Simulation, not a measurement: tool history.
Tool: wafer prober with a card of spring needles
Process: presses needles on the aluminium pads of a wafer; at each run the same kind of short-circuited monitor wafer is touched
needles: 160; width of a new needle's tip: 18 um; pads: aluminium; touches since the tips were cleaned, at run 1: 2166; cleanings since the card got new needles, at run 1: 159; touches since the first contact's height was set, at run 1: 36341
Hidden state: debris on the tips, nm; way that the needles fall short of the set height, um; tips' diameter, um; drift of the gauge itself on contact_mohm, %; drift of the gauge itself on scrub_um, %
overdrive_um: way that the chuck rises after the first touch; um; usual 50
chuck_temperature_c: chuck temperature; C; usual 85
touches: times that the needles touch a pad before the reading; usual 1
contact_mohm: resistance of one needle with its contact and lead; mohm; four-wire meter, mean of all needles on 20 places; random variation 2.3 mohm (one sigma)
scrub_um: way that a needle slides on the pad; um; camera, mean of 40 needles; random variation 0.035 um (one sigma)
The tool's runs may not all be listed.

| run | hour | overdrive_um | chuck_temperature_c | touches | touches since the tips were cleaned | cleanings since the card got new needles | touches since the first contact's height was set | contact_mohm | scrub_um |
|---|---|---|---|---|---|---|---|---|---|
| 1 | 0.0 | 50 | 85 | 1 | 2166 | 159 | 36341 | 424 | 8.48 |
|  | 3.9 | tips cleaned on abrasive film |
|  | 13.4 | tips cleaned on abrasive film |
|  | 23.0 | tips cleaned on abrasive film |
|  | 32.5 | tips cleaned on abrasive film |
|  | 40.2 | tips cleaned on abrasive film |
| 2 | 44.3 | 50 | 85 | 1 | 1974 | 164 | 57200 | 438 | 8.44 |
|  | 48.2 | tips cleaned on abrasive film |
|  | 55.8 | tips cleaned on abrasive film |
|  | 63.5 | tips cleaned on abrasive film |
| 3 | 68.9 | 54 | 85 | 1 | 2556 | 167 | 68752 | 429 | 9.12 |
|  | 72.7 | tips cleaned on abrasive film |
|  | 82.3 | tips cleaned on abrasive film |
|  | 89.9 | tips cleaned on abrasive film |
|  | 99.5 | tips cleaned on abrasive film |
|  | 107.1 | tips cleaned on abrasive film |
| 4 | 114.5 | 54 | 85 | 1 | 3508 | 172 | 90247 | 469 | 9.06 |
|  | 116.5 | tips cleaned on abrasive film |
|  | 124.2 | tips cleaned on abrasive film |
|  | 133.7 | tips cleaned on abrasive film |
|  | 143.2 | tips cleaned on abrasive film |
| 5 | 147.4 | 54 | 85 | 1 | 1980 | 176 | 105717 | 417 | 9.00 |
|  | 151.3 | tips cleaned on abrasive film |
|  | 160.8 | tips cleaned on abrasive film |
|  | 168.5 | tips cleaned on abrasive film |
|  | 178.0 | tips cleaned on abrasive film |
| 6 | 178.7 | 50 | 85 | 1 | 334 | 180 | 120440 | 313 | 8.28 |
|  | 186.4 | tips cleaned on abrasive film |
|  | 194.0 | tips cleaned on abrasive film |
|  | 203.6 | tips cleaned on abrasive film |
|  | 213.1 | tips cleaned on abrasive film |
| 7 | 214.7 | 50 | 85 | 1 | 731 | 184 | 137360 | 366 | 8.23 |
|  | 222.3 | tips cleaned on abrasive film |
|  | 231.9 | tips cleaned on abrasive film |
|  | 239.5 | tips cleaned on abrasive film |
|  | 249.1 | tips cleaned on abrasive film |
|  | 258.6 | tips cleaned on abrasive film |
| 8 | 266.0 | 50 | 85 | 1 | 3518 | 189 | 161562 | 495 | 8.09 |
|  | 268.0 | tips cleaned on abrasive film |
|  | 277.5 | tips cleaned on abrasive film |
|  | 287.1 | tips cleaned on abrasive film |
|  | 296.6 | tips cleaned on abrasive film |
|  | 305.5 | tips cleaned on abrasive film |
| 9 | 305.5 | 50 | 85 | 1 | 0 | 194 | 180144 | 293 | 8.11 |
|  | 315.1 | tips cleaned on abrasive film |
|  | 324.6 | tips cleaned on abrasive film |
|  | 334.1 | tips cleaned on abrasive film |
|  | 343.7 | tips cleaned on abrasive film |
|  | 351.3 | tips cleaned on abrasive film |
| 10 | 357.4 | 50 | 85 | 1 | 2881 | 199 | 204609 | 517 | 7.99 |
|  | 359.4 | tips cleaned on abrasive film |
|  | 368.9 | tips cleaned on abrasive film |
|  | 378.5 | tips cleaned on abrasive film |
|  | 380.7 | height of the first contact set anew |
| 11 | 386.0 | 50 | 85 | 1 | 3421 | 202 | 2521 | 488 | 8.57 |
|  | 387.9 | tips cleaned on abrasive film |
|  | 395.6 | tips cleaned on abrasive film |
|  | 405.1 | tips cleaned on abrasive film |
|  | 414.7 | tips cleaned on abrasive film |
|  | 424.2 | tips cleaned on abrasive film |
| 12 | 424.5 | 68 | 85 | 1 | 122 | 207 | 20630 | 276 | 11.69 |
|  | 432.1 | tips cleaned on abrasive film |
|  | 441.7 | tips cleaned on abrasive film |
|  | 451.2 | tips cleaned on abrasive film |
|  | 458.9 | tips cleaned on abrasive film |
|  | 468.2 | tips cleaned on abrasive film |
| 13 | 468.2 | 68 | 85 | 1 | 0 | 212 | 41220 | 275 | 11.68 |
|  | 477.8 | tips cleaned on abrasive film |
|  | 487.3 | tips cleaned on abrasive film |
|  | 495.0 | tips cleaned on abrasive film |
| 14 | 502.5 | 54 | 34 | 1 | 3582 | 215 | 57393 | 475 | 9.13 |
|  | 504.5 | tips cleaned on abrasive film |
|  | 512.1 | tips cleaned on abrasive film |
|  | 521.7 | tips cleaned on abrasive film |
|  | 531.2 | tips cleaned on abrasive film |
| 15 | 535.0 | 35 | 44 | 1 | 1804 | 219 | 72687 | 615 | 5.76 |
|  | 539.0 | tips cleaned on abrasive film |
|  | 548.6 | tips cleaned on abrasive film |
|  | 558.1 | tips cleaned on abrasive film |
|  | 567.3 | tips cleaned on abrasive film |
| 16 | 567.3 | 48 | 40 | 1 | 0 | 223 | 87865 | 279 | 7.98 |
|  | 576.8 | tips cleaned on abrasive film |
|  | 584.5 | tips cleaned on abrasive film |
|  | 594.0 | tips cleaned on abrasive film |
|  | 603.6 | tips cleaned on abrasive film |
| 17 | 608.0 | 48 | 40 | 1 | 2090 | 227 | 107043 | 475 | 7.95 |
|  | 611.8 | tips cleaned on abrasive film |
|  | 619.5 | tips cleaned on abrasive film |
|  | 629.0 | tips cleaned on abrasive film |
|  | 638.6 | tips cleaned on abrasive film |
| 18 | 642.5 | 67 | 28 | 2 | 1887 | 231 | 123320 | 309 | 11.23 |
|  | 646.4 | tips cleaned on abrasive film |
|  | 654.1 | tips cleaned on abrasive film |
|  | 663.6 | tips cleaned on abrasive film |
|  | 671.3 | tips cleaned on abrasive film |
|  | 680.8 | tips cleaned on abrasive film |
|  | 688.5 | tips cleaned on abrasive film |
|  | 696.1 | tips cleaned on abrasive film |
| 19 | 700.0 | 50 | 50 | 1 | 1836 | 238 | 150344 | 478 | 8.20 |
|  | 703.9 | tips cleaned on abrasive film |
|  | 713.4 | tips cleaned on abrasive film |
|  | 723.0 | tips cleaned on abrasive film |
|  | 730.6 | tips cleaned on abrasive film |
|  | 740.2 | tips cleaned on abrasive film |
| 20 | 743.7 | 50 | 50 | 1 | 1673 | 243 | 170910 | 458 | 8.09 |
|  | 749.5 | tips cleaned on abrasive film |
|  | 757.1 | tips cleaned on abrasive film |
|  | 766.7 | tips cleaned on abrasive film |
|  | 776.2 | tips cleaned on abrasive film |
|  | 785.7 | tips cleaned on abrasive film |
| 21 | 790.3 | 50 | 85 | 1 | 2158 | 248 | 192853 | 487 | 8.08 |
|  | 794.2 | tips cleaned on abrasive film |
|  | 803.7 | tips cleaned on abrasive film |
|  | 813.2 | tips cleaned on abrasive film |
|  | 820.9 | tips cleaned on abrasive film |
|  | 829.8 | tips cleaned on abrasive film |
| 22 | 829.8 | 32 | 95 | 1 | 0 | 253 | 211437 | 321 | 4.88 |
|  | 837.5 | tips cleaned on abrasive film |
|  | 837.8 | height of the first contact set anew |
|  | 845.4 | tips cleaned on abrasive film |
|  | 855.0 | tips cleaned on abrasive film |
|  | 862.6 | tips cleaned on abrasive film |
|  | 872.2 | tips cleaned on abrasive film |
|  | 879.8 | tips cleaned on abrasive film |
| 23 | 886.4 | 32 | 95 | 1 | 3129 | 259 | 22915 | 860 | 5.43 |
|  | 888.4 | tips cleaned on abrasive film |
|  | 897.9 | tips cleaned on abrasive film |
|  | 907.5 | tips cleaned on abrasive film |
|  | 917.0 | tips cleaned on abrasive film |
| 24 | 918.7 | 50 | 36 | 2 | 791 | 263 | 38095 | 325 | 8.57 |

3 ways to go on from here, each from the tool as it stands after run 24. What would each give?
|  | 926.3 | tips cleaned on abrasive film |
|  | 935.9 | tips cleaned on abrasive film |
|  | 945.4 | tips cleaned on abrasive film |
|  | 955.0 | tips cleaned on abrasive film |
|  | 964.5 | tips cleaned on abrasive film |
|  | 974.0 | tips cleaned on abrasive film |
| A | 977.7 | 32 | 26 | 2 | 1752 | 269 | 65927 | ? | ? |
|  | 926.3 | tips cleaned on abrasive film |
|  | 935.9 | tips cleaned on abrasive film |
|  | 945.4 | tips cleaned on abrasive film |
|  | 955.0 | tips cleaned on abrasive film |
|  | 964.5 | tips cleaned on abrasive film |
|  | 974.0 | tips cleaned on abrasive film |
| B | 977.7 | 34 | 81 | 2 | 1752 | 269 | 65927 | ? | ? |
|  | 926.3 | tips cleaned on abrasive film |
|  | 935.9 | tips cleaned on abrasive film |
|  | 945.4 | tips cleaned on abrasive film |
|  | 955.0 | tips cleaned on abrasive film |
|  | 964.5 | tips cleaned on abrasive film |
|  | 974.0 | tips cleaned on abrasive film |
| C | 977.7 | 34 | 36 | 2 | 1752 | 269 | 65927 | ? | ? |

| run | contact_mohm | scrub_um |
|---|---|---|
| A | 553 | 5.38 |
| B | 508 | 5.71 |
| C | 511 | 5.68 |
Without the tool's hidden state the same runs would have given:
| run | contact_mohm | scrub_um |
|---|---|---|
| A | 253 | 5.56 |
| B | 265 | 5.89 |
| C | 251 | 5.86 |
